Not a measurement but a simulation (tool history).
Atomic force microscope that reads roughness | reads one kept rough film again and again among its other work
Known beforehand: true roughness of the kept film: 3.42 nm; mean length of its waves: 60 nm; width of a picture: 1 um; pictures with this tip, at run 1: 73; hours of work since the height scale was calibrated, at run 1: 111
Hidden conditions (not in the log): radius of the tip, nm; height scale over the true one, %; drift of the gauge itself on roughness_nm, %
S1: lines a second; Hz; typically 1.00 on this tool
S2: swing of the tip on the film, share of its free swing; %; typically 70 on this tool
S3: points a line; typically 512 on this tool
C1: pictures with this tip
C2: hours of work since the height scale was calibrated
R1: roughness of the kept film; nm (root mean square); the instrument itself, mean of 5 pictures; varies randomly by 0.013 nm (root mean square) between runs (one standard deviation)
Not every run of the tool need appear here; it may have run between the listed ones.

Run 1, hour 0.0: usual settings; C1 73; C2 111. Result: R1 3.184 nm (root mean square).
Run 2, hour 7.9: usual settings but S2 72 %; C1 84; C2 115. Result: R1 3.170 nm (root mean square).
Run 3, hour 13.9: usual settings but S2 72 %; C1 93; C2 119. Result: R1 3.172 nm (root mean square).
Run 4, hour 18.4: usual settings but S2 72 %; C1 99; C2 121. Result: R1 3.172 nm (root mean square).
Run 5, hour 27.4: usual settings but S1 1.74 Hz; C1 111; C2 126. Result: R1 3.104 nm (root mean square).
Run 6, hour 32.1: usual settings but S1 1.74 Hz; C1 118; C2 129. Result: R1 3.074 nm (root mean square).
Run 7, hour 40.8: usual settings but S1 1.74 Hz; C1 130; C2 134. Result: R1 3.076 nm (root mean square).
Run 8, hour 48.8: usual settings but S3 1022; C1 141; C2 138. Result: R1 3.174 nm (root mean square).
Run 9, hour 54.8: usual settings but S2 85 %; C1 150; C2 141. Result: R1 3.020 nm (root mean square).
Run 10, hour 59.8: usual settings but S2 85 %; C1 157; C2 144. Result: R1 3.016 nm (root mean square).
Run 11, hour 68.4: usual settings but S2 85 %; C1 169; C2 149. Result: R1 3.025 nm (root mean square).
Run 12, hour 73.9: usual settings but S2 85 %; C1 176; C2 152. Result: R1 3.013 nm (root mean square).
Run 13, hour 82.5: usual settings but S3 265; C1 188; C2 157. Result: R1 3.191 nm (root mean square).
Run 14, hour 90.5: usual settings but S3 265; C1 199; C2 161. Result: R1 3.185 nm (root mean square).
Run 15, hour 98.9: usual settings; C1 211; C2 166. Result: R1 3.200 nm (root mean square).
Run 16, hour 107.3: usual settings; C1 223; C2 171. Result: R1 3.169 nm (root mean square).
Run 17, hour 113.2: usual settings; C1 231; C2 174. Result: R1 3.193 nm (root mean square).
Run 18, hour 121.4: usual settings but S1 2.89 Hz; C1 243; C2 179. Result: R1 2.933 nm (root mean square).
Run 19, hour 125.8: usual settings but S1 2.89 Hz; C1 249; C2 181. Result: R1 2.926 nm (root mean square).
Run 20, hour 132.5: usual settings but S1 2.89 Hz; C1 258; C2 185. Result: R1 2.908 nm (root mean square).
Run 21, hour 137.9: usual settings but S1 2.89 Hz; C1 266; C2 188. Result: R1 2.927 nm (root mean square).
Run 22, hour 142.8: usual settings but S1 2.89 Hz; C1 273; C2 191. Result: R1 2.910 nm (root mean square).
Run 23, hour 149.2: usual settings but S1 2.89 Hz; C1 281; C2 194. Result: R1 2.910 nm (root mean square).
Run 24, hour 156.9: usual settings but S1 2.89 Hz; C1 292; C2 198. Result: R1 2.933 nm (root mean square).
Run 25, hour 166.6: usual settings but S2 73 %; C1 306; C2 204. Result: R1 3.158 nm (root mean square).
Run 26, hour 174.6: usual settings but S1 1.65 Hz, S2 67 %, S3 257; C1 317; C2 208. Result: R1 3.137 nm (root mean square).
Run 27, hour 178.8: usual settings but S1 0.66 Hz, S2 79 %, S3 636; C1 323; C2 211. Result: R1 3.161 nm (root mean square).
Run 28, hour 184.4: usual settings but S1 0.66 Hz, S2 79 %, S3 636; C1 330; C2 214. Result: R1 3.182 nm (root mean square).
Run 29, hour 190.0: usual settings but S1 0.66 Hz, S2 79 %, S3 636; C1 338; C2 217. Result: R1 3.170 nm (root mean square).
At hour 191.7: new tip fitted.
Run 30, hour 195.1: usual settings but S1 2.17 Hz, S3 810; C1 5; C2 219. Result: R1 3.042 nm (root mean square).
Run 31, hour 203.5: usual settings but S1 2.17 Hz, S3 810; C1 16; C2 224. Result: R1 3.028 nm (root mean square).
Run 32, hour 212.1: usual settings but S1 2.10 Hz, S2 71 %; C1 28; C2 229. Result: R1 3.043 nm (root mean square).
Run 33, hour 220.5: usual settings but S1 3.85 Hz, S2 87 %, S3 562; C1 40; C2 234. Result: R1 2.305 nm (root mean square).
Run 34, hour 227.8: usual settings but S1 1.36 Hz, S2 79 %, S3 493; C1 50; C2 238. Result: R1 3.021 nm (root mean square).
Run 35, hour 234.8: usual settings but S1 1.36 Hz, S2 69 %, S3 493; C1 60; C2 242. Result: R1 3.143 nm (root mean square).
Run 36, hour 244.1: usual settings but S1 1.68 Hz, S2 61 %, S3 626; C1 73; C2 247. Result: R1 3.186 nm (root mean square).
Run 37, hour 252.2: usual settings but S1 1.68 Hz, S2 61 %, S3 659; C1 84; C2 251. Result: R1 3.204 nm (root mean square).
Run 38, hour 260.3: usual settings but S1 1.68 Hz, S2 61 %, S3 659; C1 96; C2 256. Result: R1 3.193 nm (root mean square).
Run 39, hour 264.4: usual settings but S1 0.94 Hz, S2 80 %, S3 670; C1 102; C2 258. Result: R1 3.087 nm (root mean square).
Run 40, hour 269.3: usual settings but S1 0.94 Hz, S2 80 %, S3 670; C1 108; C2 261. Result: R1 3.115 nm (root mean square).
Run 41, hour 274.4: usual settings but S1 2.09 Hz, S3 552; C1 116; C2 264. Result: R1 3.021 nm (root mean square).
Run 42, hour 279.3: usual settings but S1 2.09 Hz, S3 552; C1 122; C2 266. Result: R1 3.047 nm (root mean square).
Run 43, hour 287.6: usual settings but S1 2.09 Hz, S2 83 %, S3 475; C1 134; C2 271. Result: R1 2.777 nm (root mean square).
Run 44, hour 297.0: usual settings but S1 1.98 Hz, S2 75 %, S3 422; C1 147; C2 276. Result: R1 2.944 nm (root mean square).
Run 45, hour 301.9: usual settings but S1 1.95 Hz, S2 73 %, S3 508; C1 154; C2 279. Result: R1 3.028 nm (root mean square).
Run 46, hour 307.4: usual settings but S2 59 %, S3 258; C1 162; C2 282. Result: R1 3.266 nm (root mean square).
Run 47, hour 312.3: usual settings but S2 59 %, S3 258; C1 168; C2 285. Result: R1 3.250 nm (root mean square).
Run 48, hour 317.8: usual settings but S2 59 %, S3 258; C1 176; C2 288. Result: R1 3.243 nm (root mean square).
Run 49, hour 325.4: usual settings but S3 511; C1 187; C2 292. Result: R1 3.177 nm (root mean square).

What if the next run were any one of these 3? Each begins from the tool's condition after run 49:
Run A, hour 332.6: usual settings but S2 65 %, S3 511; C1 197; C2 296. Result: R1 ?.
Run B, hour 332.6: usual settings but S3 471; C1 197; C2 296. Result: R1 ?.
Run C, hour 332.6: usual settings but S1 2.95 Hz, S2 68 %, S3 1006; C1 197; C2 296. Result: R1 ?.

run     R1
  A  3.229
  B  3.180
  C  2.964
Without the tool's hidden state the same runs would have given:
run     R1
  A  3.235
  B  3.186
  C  2.970
